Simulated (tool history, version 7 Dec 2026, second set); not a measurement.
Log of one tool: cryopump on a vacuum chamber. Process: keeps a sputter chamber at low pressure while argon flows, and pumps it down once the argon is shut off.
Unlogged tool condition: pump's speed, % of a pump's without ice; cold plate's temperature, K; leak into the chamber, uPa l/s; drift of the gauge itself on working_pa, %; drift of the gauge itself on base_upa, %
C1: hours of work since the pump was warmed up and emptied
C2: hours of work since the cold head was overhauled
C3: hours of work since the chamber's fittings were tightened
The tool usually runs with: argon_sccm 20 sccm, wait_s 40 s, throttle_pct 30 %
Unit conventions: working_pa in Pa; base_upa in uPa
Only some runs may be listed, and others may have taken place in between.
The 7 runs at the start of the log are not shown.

{"run": 8, "hour": 283.6, "argon_sccm": 23, "wait_s": 40, "throttle_pct": 30, "C1": 379, "C2": 1107, "C3": 301, "working_pa": 0.1017, "base_upa": 1.58}
{"run": 9, "hour": 325.1, "argon_sccm": 23, "wait_s": 40, "throttle_pct": 30, "C1": 400, "C2": 1127, "C3": 322, "working_pa": 0.1014, "base_upa": 1.55}
{"run": 10, "hour": 348.0, "argon_sccm": 23, "wait_s": 40, "throttle_pct": 30, "C1": 411, "C2": 1139, "C3": 333, "working_pa": 0.1009, "base_upa": 1.52}
{"run": 11, "hour": 368.9, "argon_sccm": 23, "wait_s": 40, "throttle_pct": 30, "C1": 421, "C2": 1149, "C3": 343, "working_pa": 0.1024, "base_upa": 1.6}
{"run": 12, "hour": 413.3, "argon_sccm": 23, "wait_s": 40, "throttle_pct": 30, "C1": 443, "C2": 1171, "C3": 365, "working_pa": 0.1015, "base_upa": 1.57}
{"run": 13, "hour": 453.9, "argon_sccm": 23, "wait_s": 40, "throttle_pct": 30, "C1": 463, "C2": 1191, "C3": 385, "working_pa": 0.1022, "base_upa": 1.57}
{"run": 14, "hour": 494.1, "argon_sccm": 20, "wait_s": 40, "throttle_pct": 30, "C1": 483, "C2": 1211, "C3": 405, "working_pa": 0.0889, "base_upa": 1.6}
{"run": 15, "hour": 528.9, "argon_sccm": 20, "wait_s": 40, "throttle_pct": 30, "C1": 500, "C2": 1228, "C3": 422, "working_pa": 0.0896, "base_upa": 1.63}
{"run": 16, "hour": 574.2, "argon_sccm": 20, "wait_s": 40, "throttle_pct": 30, "C1": 523, "C2": 1250, "C3": 444, "working_pa": 0.0885, "base_upa": 1.63}
{"run": 17, "hour": 597.0, "argon_sccm": 20, "wait_s": 40, "throttle_pct": 30, "C1": 534, "C2": 1261, "C3": 456, "working_pa": 0.0885, "base_upa": 1.56}
{"run": 18, "hour": 632.0, "argon_sccm": 20, "wait_s": 40, "throttle_pct": 30, "C1": 551, "C2": 1279, "C3": 473, "working_pa": 0.089, "base_upa": 1.63}
{"run": 19, "hour": 682.1, "argon_sccm": 20, "wait_s": 40, "throttle_pct": 30, "C1": 576, "C2": 1303, "C3": 498, "working_pa": 0.0903, "base_upa": 1.64}
{"run": 20, "hour": 715.9, "argon_sccm": 20, "wait_s": 67, "throttle_pct": 30, "C1": 592, "C2": 1320, "C3": 514, "working_pa": 0.0898, "base_upa": 1.11}
{"run": 21, "hour": 766.3, "argon_sccm": 25, "wait_s": 40, "throttle_pct": 52, "C1": 617, "C2": 1345, "C3": 539, "working_pa": 0.0691, "base_upa": 1.64}
{"run": 22, "hour": 797.9, "argon_sccm": 14, "wait_s": 40, "throttle_pct": 20, "C1": 633, "C2": 1360, "C3": 555, "working_pa": 0.0947, "base_upa": 1.62}
{"run": 23, "hour": 825.9, "argon_sccm": 19, "wait_s": 40, "throttle_pct": 20, "C1": 647, "C2": 1374, "C3": 569, "working_pa": 0.1258, "base_upa": 1.61}
{"run": 24, "hour": 857.2, "argon_sccm": 20, "wait_s": 40, "throttle_pct": 23, "C1": 662, "C2": 1390, "C3": 584, "working_pa": 0.116, "base_upa": 1.67}
{"run": 25, "hour": 888.9, "argon_sccm": 20, "wait_s": 40, "throttle_pct": 21, "C1": 678, "C2": 1405, "C3": 600, "working_pa": 0.1281, "base_upa": 1.62}
{"hour": 927.7, "done": "pump warmed up, emptied and cooled again"}
{"run": 26, "hour": 932.4, "argon_sccm": 14, "wait_s": 107, "throttle_pct": 15, "C1": 2, "C2": 1424, "C3": 619, "working_pa": 0.1196, "base_upa": 0.8}
{"run": 27, "hour": 956.9, "argon_sccm": 14, "wait_s": 107, "throttle_pct": 15, "C1": 14, "C2": 1436, "C3": 631, "working_pa": 0.1196, "base_upa": 0.78}
{"run": 28, "hour": 981.3, "argon_sccm": 13, "wait_s": 85, "throttle_pct": 15, "C1": 26, "C2": 1448, "C3": 643, "working_pa": 0.1099, "base_upa": 0.94}
{"run": 29, "hour": 1018.9, "argon_sccm": 13, "wait_s": 70, "throttle_pct": 45, "C1": 45, "C2": 1467, "C3": 661, "working_pa": 0.0364, "base_upa": 1.07}

Run 30 comes next. What will it give?
{"run": 30, "hour": 1058.2, "argon_sccm": 13, "wait_s": 273, "throttle_pct": 45, "C1": 64, "C2": 1486, "C3": 681, "working_pa": "?", "base_upa": "?"}

Run 30 measured working_pa 0.0368 Pa, base_upa 0.56 uPa.
With no hidden state in the tool, this same run would have given working_pa 0.0363 Pa, base_upa 0.39 uPa.
